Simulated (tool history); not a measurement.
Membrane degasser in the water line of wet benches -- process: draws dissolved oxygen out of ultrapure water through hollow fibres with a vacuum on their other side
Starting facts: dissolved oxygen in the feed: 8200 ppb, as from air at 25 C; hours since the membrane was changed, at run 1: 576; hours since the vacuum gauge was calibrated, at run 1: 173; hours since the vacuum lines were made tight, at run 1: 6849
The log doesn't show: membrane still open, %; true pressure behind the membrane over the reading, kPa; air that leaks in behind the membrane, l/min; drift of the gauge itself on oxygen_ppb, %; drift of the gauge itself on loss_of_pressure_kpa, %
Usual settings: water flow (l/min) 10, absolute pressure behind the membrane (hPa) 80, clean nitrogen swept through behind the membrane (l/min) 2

run    hour  water flow (l/min)  absolute pressure behind the membrane (hPa)  clean nitrogen swept through behind the membrane (l/min)  hours since the membrane was changed  hours since the vacuum gauge was calibrated  hours since the vacuum lines were made tight  dissolved oxygen in the water behind the degasser (ppb)  pressure that the water loses in the fibres (hPa)
  1       0                  10                                           80                                                         2                                   576                                          173                                          6849                                                     80.1                                                585
  2    46.5                  10                                           80                                                         2                                   622                                          220                                          6895                                                     79.7                                                582
  3    75.5                  10                                           80                                                         2                                   651                                          248                                          6924                                                     80.3                                              580.2
  4   129.4                  10                                           80                                                         2                                   705                                          302                                          6978                                                     80.1                                              580.4
  5   176.5                  10                                           80                                                         2                                   752                                          349                                          7025                                                     80.3                                              580.9
  6   212.3                  10                                           80                                                         2                                   788                                          385                                          7061                                                       81                                              581.2
  7   240.1                  10                                           80                                                         2                                   816                                          413                                          7089                                                     81.1                                              581.5
  8   280.6                  10                                           80                                                         2                                   856                                          454                                          7130                                                     80.5                                              581.4
  9   333.4                  10                                           80                                                         2                                   909                                          506                                          7182                                                       82                                              587.5
 10   381.2                  10                                           80                                                         2                                   957                                          554                                          7230                                                     81.8                                              578.1
 11   429.9                  10                                           80                                                         2                                  1006                                          603                                          7279                                                     80.3                                              582.8
 12   453.5                  10                                        152.2                                                         2                                  1029                                          626                                          7302                                                      174                                              584.5
 13   504.1                  10                                        152.2                                                         2                                  1080                                          677                                          7353                                                    176.1                                              585.3
      531.4  -- seals of the vacuum lines changed
 14   550.9                   8                                           80                                                         2                                  1125                                          722                                            20                                                     56.6                                              463.8
 15   577.3                   8                                           80                                                         2                                  1151                                          748                                            46                                                     54.8                                              466.3
 16   626.1                   8                                           80                                                         2                                  1200                                          797                                            95                                                     55.9                                              465.7
 17   673.6                  12                                         49.2                                                      3.17                                  1248                                          845                                           142                                                     47.5                                                701
 18   717.7                  12                                         49.2                                                      3.17                                  1292                                          889                                           186                                                     48.3                                              701.4
 19   766.8                   7                                        112.3                                                       1.7                                  1341                                          938                                           235                                                     85.5                                              404.7
 20   807.2                   7                                        112.3                                                      1.63                                  1381                                          978                                           276                                                     89.6                                              405.3
 21   857.5                  10                                         88.9                                                         2                                  1431                                         1029                                           326                                                     89.1                                              583.8
 22     907                  13                                           55                                                      5.15                                  1481                                         1078                                           376                                                     54.3                                              758.8
 23   938.3                  11                                        139.8                                                      5.07                                  1512                                         1109                                           407                                                     82.3                                              635.9
 24   966.1                   9                                         86.6                                                      0.94                                  1540                                         1137                                           435                                                    137.7                                              525.6
 25  1000.9                  12                                         89.3                                                      1.55                                  1575                                         1172                                           470                                                      141                                                701
 26  1035.9                  12                                        175.7                                                      1.55                                  1610                                         1207                                           505                                                    291.9                                              701.3
 27    1064                  12                                        175.7                                                      1.55                                  1638                                         1235                                           533                                                      296                                              702.3
 28  1094.6                  12                                        175.7                                                      1.55                                  1668                                         1266                                           563                                                    291.6                                              700.4
 29  1118.2                  12                                        175.7                                                      1.55                                  1692                                         1289                                           587                                                    293.4                                              701.6
 30    1167                  10                                         99.6                                                      1.82                                  1741                                         1338                                           636                                                    109.4                                              581.8
 31  1196.5                  10                                        140.7                                                         2                                  1770                                         1368                                           665                                                    150.9                                              584.2
 32  1238.6                   8                                         69.1                                                      1.68                                  1812                                         1410                                           707                                                     52.9                                              468.1

Consider 5 possible next runs. They are alternatives, not a sequence: every one starts from the tool as it was left by run 32. What does each give?
  A  1270.2                  10                                           80                                                      1.12                                  1844                                         1441                                           739                                                        ?                                                  ?
  B  1270.2                   8                                        158.2                                                      1.68                                  1844                                         1441                                           739                                                        ?                                                  ?
  C  1270.2                   8                                         69.1                                                      3.33                                  1844                                         1441                                           739                                                        ?                                                  ?
  D  1270.2                   8                                         56.5                                                      1.56                                  1844                                         1441                                           739                                                        ?                                                  ?
  E  1270.2                  10                                         61.1                                                      1.24                                  1844                                         1441                                           739                                                        ?                                                  ?

run  dissolved oxygen in the water behind the degasser (ppb)  pressure that the water loses in the fibres (hPa)
  A                                                    122.2                                              583.4
  B                                                    157.5                                              470.7
  C                                                       31                                              467.6
  D                                                     39.7                                              465.1
  E                                                     76.4                                              581.2
With no hidden state in the tool, these same runs would have given:
run  dissolved oxygen in the water behind the degasser (ppb)  pressure that the water loses in the fibres (hPa)
  A                                                    118.1                                              578.2
  B                                                    153.6                                              466.5
  C                                                     29.5                                              463.4
  D                                                     37.5                                              460.9
  E                                                     72.9                                              575.9

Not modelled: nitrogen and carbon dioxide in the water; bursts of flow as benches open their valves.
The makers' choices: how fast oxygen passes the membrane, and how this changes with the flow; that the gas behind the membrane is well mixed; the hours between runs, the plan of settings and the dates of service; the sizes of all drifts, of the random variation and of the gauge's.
